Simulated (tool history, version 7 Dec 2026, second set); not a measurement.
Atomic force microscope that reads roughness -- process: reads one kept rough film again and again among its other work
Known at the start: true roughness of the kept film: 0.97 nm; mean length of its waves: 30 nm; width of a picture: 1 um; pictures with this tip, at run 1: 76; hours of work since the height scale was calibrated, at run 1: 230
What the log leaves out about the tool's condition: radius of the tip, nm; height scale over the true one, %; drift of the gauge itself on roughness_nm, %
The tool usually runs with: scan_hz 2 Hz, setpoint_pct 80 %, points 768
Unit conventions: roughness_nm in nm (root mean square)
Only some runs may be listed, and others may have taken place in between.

run     day  scan_hz  setpoint_pct  points  pictures with this tip  hours of work since the height scale was calibrated  roughness_nm
  1       0        2            80     768                      76                                                  230         0.864
  2   0.317        2            74     768                      86                                                  236         0.886
  3   0.567        2            74     768                      94                                                  240         0.879
  4   0.946        2            80     482                     106                                                  247         0.865
  5   1.429        2            80     482                     121                                                  256         0.857
  6   1.625        2            80     482                     127                                                  259         0.862
  7   2.029        2            80     382                     140                                                  266         0.858
  8   2.312        2            80     382                     148                                                  271          0.86
  9   2.529        2            80     304                     155                                                  275         0.854
 10   2.829        2            80     768                     165                                                  281         0.855
 11   3.292        2            80     768                     179                                                  289         0.852
 12   3.508     1.78            80     768                     186                                                  293         0.859
 13   3.988     1.78            80     768                     201                                                  301         0.865
        4.1  -- new tip fitted
 14   4.346     1.78            80     768                       7                                                  307          0.87
 15   4.638        2            80     768                      17                                                  313         0.865
 16   4.888      2.5            80     768                      24                                                  317         0.846
 17     5.3      2.5            80     768                      37                                                  324         0.846
 18   5.729     2.11            62     349                      51                                                  332         0.902
 19   6.138     0.72            58     349                      63                                                  339          0.92
 20   6.454     2.96            80     826                      73                                                  345         0.834
 21   6.908     3.79            80     768                      87                                                  353         0.808
 22   7.354     0.97            58     336                     101                                                  361         0.907
 23   7.579        2            60     768                     109                                                  365         0.898
 24   8.062        2            60     768                     124                                                  374           0.9
 25   8.546      3.7            75     257                     139                                                  383         0.824
 26   9.004      3.7            75     257                     153                                                  391         0.822
 27   9.312      3.7            90     257                     163                                                  396         0.743
 28   9.642      3.7            72     257                     173                                                  402          0.83
 29   9.908      3.7            57     311                     181                                                  407         0.895
 30  10.117        2            68     315                     188                                                  411         0.876
 31  10.488     0.55            82     280                     199                                                  417           0.9
     10.646  -- new tip fitted
 32  10.883        2            80     503                       7                                                  424         0.851
 33  11.238        2            80     503                      18                                                  430         0.861

Entry by entry between the runs, the difference in hidden state between the last listed run before and the first listed run after:
Runs 13 to 14: new tip fitted (day 4.1)
  radius of the tip, nm: 10.6 -> 10
Runs 31 to 32: new tip fitted (day 10.646)
  radius of the tip, nm: 10.6 -> 10
